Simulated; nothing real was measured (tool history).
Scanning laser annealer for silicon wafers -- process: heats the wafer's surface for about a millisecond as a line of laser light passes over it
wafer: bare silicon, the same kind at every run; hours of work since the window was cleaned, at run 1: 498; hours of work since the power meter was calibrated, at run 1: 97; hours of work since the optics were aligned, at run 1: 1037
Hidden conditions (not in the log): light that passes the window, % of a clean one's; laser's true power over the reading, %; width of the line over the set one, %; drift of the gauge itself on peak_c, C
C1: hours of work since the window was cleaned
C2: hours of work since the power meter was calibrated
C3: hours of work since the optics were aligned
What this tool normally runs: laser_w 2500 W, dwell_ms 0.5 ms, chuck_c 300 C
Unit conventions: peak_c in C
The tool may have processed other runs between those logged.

run 1 hour=0 | laser_w=2500 dwell_ms=0.5 chuck_c=300 | C1=498 C2=97 C3=1037 | peak_c=1022
run 2 hour=36.1 | laser_w=2525 dwell_ms=0.5 chuck_c=300 | C1=526 C2=126 C3=1066 | peak_c=1030
run 3 hour=68.7 | laser_w=2525 dwell_ms=0.5 chuck_c=264 | C1=552 C2=151 C3=1091 | peak_c=994
run 4 hour=110 | laser_w=2525 dwell_ms=0.5 chuck_c=264 | C1=584 C2=184 C3=1124 | peak_c=990
-- hour=122.3 optics aligned, line set to its width
run 5 hour=147.1 | laser_w=2500 dwell_ms=0.5 chuck_c=300 | C1=610 C2=209 C3=19 | peak_c=1045
run 6 hour=169 | laser_w=2500 dwell_ms=0.5 chuck_c=300 | C1=627 C2=226 C3=37 | peak_c=1040
run 7 hour=203.8 | laser_w=2500 dwell_ms=0.5 chuck_c=300 | C1=654 C2=254 C3=64 | peak_c=1041
run 8 hour=223.2 | laser_w=2500 dwell_ms=0.5 chuck_c=300 | C1=670 C2=269 C3=79 | peak_c=1043
run 9 hour=253.4 | laser_w=2500 dwell_ms=0.5 chuck_c=300 | C1=693 C2=293 C3=103 | peak_c=1037
run 10 hour=289.4 | laser_w=2500 dwell_ms=0.5 chuck_c=283 | C1=722 C2=321 C3=131 | peak_c=1019
run 11 hour=330.8 | laser_w=2500 dwell_ms=0.553 chuck_c=300 | C1=754 C2=354 C3=164 | peak_c=1070
run 12 hour=366.4 | laser_w=2500 dwell_ms=0.553 chuck_c=300 | C1=782 C2=382 C3=192 | peak_c=1069
run 13 hour=394.8 | laser_w=2500 dwell_ms=0.5 chuck_c=300 | C1=805 C2=404 C3=214 | peak_c=1033
run 14 hour=429.1 | laser_w=2500 dwell_ms=0.5 chuck_c=300 | C1=832 C2=431 C3=241 | peak_c=1032
run 15 hour=468.8 | laser_w=2500 dwell_ms=0.5 chuck_c=300 | C1=863 C2=462 C3=273 | peak_c=1036
run 16 hour=497.4 | laser_w=2500 dwell_ms=0.5 chuck_c=300 | C1=885 C2=485 C3=295 | peak_c=1035
run 17 hour=523.4 | laser_w=2500 dwell_ms=0.5 chuck_c=300 | C1=906 C2=505 C3=316 | peak_c=1033
run 18 hour=552.9 | laser_w=2500 dwell_ms=0.5 chuck_c=300 | C1=929 C2=528 C3=339 | peak_c=1032
run 19 hour=585.5 | laser_w=2500 dwell_ms=0.5 chuck_c=300 | C1=955 C2=554 C3=365 | peak_c=1030
-- hour=595.5 window over the wafer cleaned
run 20 hour=623.2 | laser_w=2500 dwell_ms=0.5 chuck_c=300 | C1=22 C2=582 C3=393 | peak_c=1044
run 21 hour=645.2 | laser_w=2500 dwell_ms=0.5 chuck_c=310 | C1=39 C2=599 C3=410 | peak_c=1053
run 22 hour=679.1 | laser_w=2500 dwell_ms=0.506 chuck_c=300 | C1=66 C2=626 C3=437 | peak_c=1051
run 23 hour=699 | laser_w=2500 dwell_ms=0.506 chuck_c=300 | C1=81 C2=642 C3=452 | peak_c=1048
run 24 hour=719 | laser_w=2500 dwell_ms=0.572 chuck_c=334 | C1=97 C2=657 C3=468 | peak_c=1119
run 25 hour=753.6 | laser_w=2500 dwell_ms=0.572 chuck_c=334 | C1=124 C2=685 C3=495 | peak_c=1120
run 26 hour=798.8 | laser_w=2500 dwell_ms=0.572 chuck_c=334 | C1=160 C2=720 C3=531 | peak_c=1114
run 27 hour=828.9 | laser_w=2349 dwell_ms=0.5 chuck_c=271 | C1=184 C2=744 C3=554 | peak_c=961
run 28 hour=870.3 | laser_w=2349 dwell_ms=0.5 chuck_c=271 | C1=216 C2=777 C3=587 | peak_c=961
run 29 hour=903.3 | laser_w=2720 dwell_ms=0.447 chuck_c=300 | C1=242 C2=802 C3=613 | peak_c=1072
run 30 hour=925.9 | laser_w=2500 dwell_ms=0.373 chuck_c=300 | C1=260 C2=820 C3=631 | peak_c=955
run 31 hour=960.7 | laser_w=2500 dwell_ms=0.408 chuck_c=290 | C1=287 C2=848 C3=658 | peak_c=967
run 32 hour=998.9 | laser_w=2500 dwell_ms=0.408 chuck_c=290 | C1=317 C2=878 C3=688 | peak_c=964
run 33 hour=1038.6 | laser_w=2500 dwell_ms=0.408 chuck_c=290 | C1=349 C2=909 C3=719 | peak_c=962
run 34 hour=1076.2 | laser_w=2500 dwell_ms=0.408 chuck_c=290 | C1=378 C2=939 C3=749 | peak_c=964
run 35 hour=1105 | laser_w=2500 dwell_ms=0.408 chuck_c=290 | C1=401 C2=961 C3=772 | peak_c=964
run 36 hour=1129.9 | laser_w=2668 dwell_ms=0.598 chuck_c=282 | C1=420 C2=981 C3=791 | peak_c=1131
run 37 hour=1157.7 | laser_w=2668 dwell_ms=0.598 chuck_c=312 | C1=442 C2=1003 C3=813 | peak_c=1163
run 38 hour=1202.8 | laser_w=2668 dwell_ms=0.598 chuck_c=312 | C1=478 C2=1038 C3=849 | peak_c=1159
run 39 hour=1244.6 | laser_w=2222 dwell_ms=0.5 chuck_c=300 | C1=511 C2=1071 C3=882 | peak_c=940
run 40 hour=1274 | laser_w=2646 dwell_ms=0.517 chuck_c=332 | C1=534 C2=1094 C3=905 | peak_c=1121

Each row is a separate what-if for the run after 40, all from the same tool condition, not one after another. Results?
run A hour=1318 | laser_w=2325 dwell_ms=0.384 chuck_c=325 | C1=569 C2=1129 C3=939 | peak_c=?
run B hour=1318 | laser_w=2646 dwell_ms=0.447 chuck_c=332 | C1=569 C2=1129 C3=939 | peak_c=?
run C hour=1318 | laser_w=2500 dwell_ms=0.411 chuck_c=300 | C1=569 C2=1129 C3=939 | peak_c=?

run=A peak_c=928
run=B peak_c=1075
run=C peak_c=971
With no hidden state in the tool, these same runs would have given:
run=A peak_c=952
run=B peak_c=1105
run=C peak_c=998

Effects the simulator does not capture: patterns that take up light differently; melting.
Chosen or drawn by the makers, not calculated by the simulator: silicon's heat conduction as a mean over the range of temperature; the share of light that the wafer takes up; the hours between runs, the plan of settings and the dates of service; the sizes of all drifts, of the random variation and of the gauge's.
